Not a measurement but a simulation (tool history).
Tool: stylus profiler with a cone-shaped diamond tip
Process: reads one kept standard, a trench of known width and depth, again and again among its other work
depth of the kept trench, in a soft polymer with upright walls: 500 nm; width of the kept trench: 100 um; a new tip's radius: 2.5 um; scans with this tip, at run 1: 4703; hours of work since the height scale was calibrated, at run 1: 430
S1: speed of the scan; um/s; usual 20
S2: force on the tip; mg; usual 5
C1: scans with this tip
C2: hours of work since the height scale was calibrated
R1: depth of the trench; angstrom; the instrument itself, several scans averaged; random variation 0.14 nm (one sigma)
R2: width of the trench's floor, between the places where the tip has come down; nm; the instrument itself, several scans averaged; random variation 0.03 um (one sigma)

run	day	S1	S2	C1	C2	R1	R2
1	0	20	5	4703	430	5146.2	96500
2	0.879	20	5	4826	441	5146.1	96460
3	1.892	20	5	4968	454	5147.2	96460
4	2.367	20	5	5035	460	5144.3	96500
5	2.896	6	5	5109	467	5145.4	96480
6	3.658	12	5	5216	476	5144.4	96430
7	4.546	6	5	5340	488	5146	96410
8	5.396	20	5	5459	499	5144.3	96420
9	5.85	20	5	5523	504	5146.4	96400
10	6.579	20	5	5625	514	5144.7	96370
11	7.483	20	5	5752	525	5147.2	96350
12	8.504	20	5	5895	538	5147.6	96360
13	9.208	20	5	5993	548	5145.6	96350
14	9.783	20	5	6074	555	5149.7	96330
15	10.662	20	5	6197	566	5148.7	96370
16	11.546	20	5	6321	577	5146.2	96260
# day 11.633: height scale calibrated on a step standard
17	12.367	20	5	6433	9	5152.2	96300
18	12.821	20	5	6496	15	5149.7	96300
19	13.392	20	5	6576	22	5150	96260
20	13.95	20	5	6655	30	5150.6	96310
21	14.412	20	5	6720	36	5148.7	96240
22	15.404	11	5	6859	48	5149.6	96230
23	15.975	26	3.03	6939	56	5111	96230
24	16.579	9	14.81	7023	63	5302.2	96260

Run 25 comes next. What will it give?
# day 17.017: height scale calibrated on a step standard, once more
25	17.692	40	4.84	7176	9	?	?

Run 25 gave R1 5136.7 angstrom, R2 96220 nm.
Without the tool's hidden state the same run would have given R1 5135.2 angstrom, R2 96960 nm.

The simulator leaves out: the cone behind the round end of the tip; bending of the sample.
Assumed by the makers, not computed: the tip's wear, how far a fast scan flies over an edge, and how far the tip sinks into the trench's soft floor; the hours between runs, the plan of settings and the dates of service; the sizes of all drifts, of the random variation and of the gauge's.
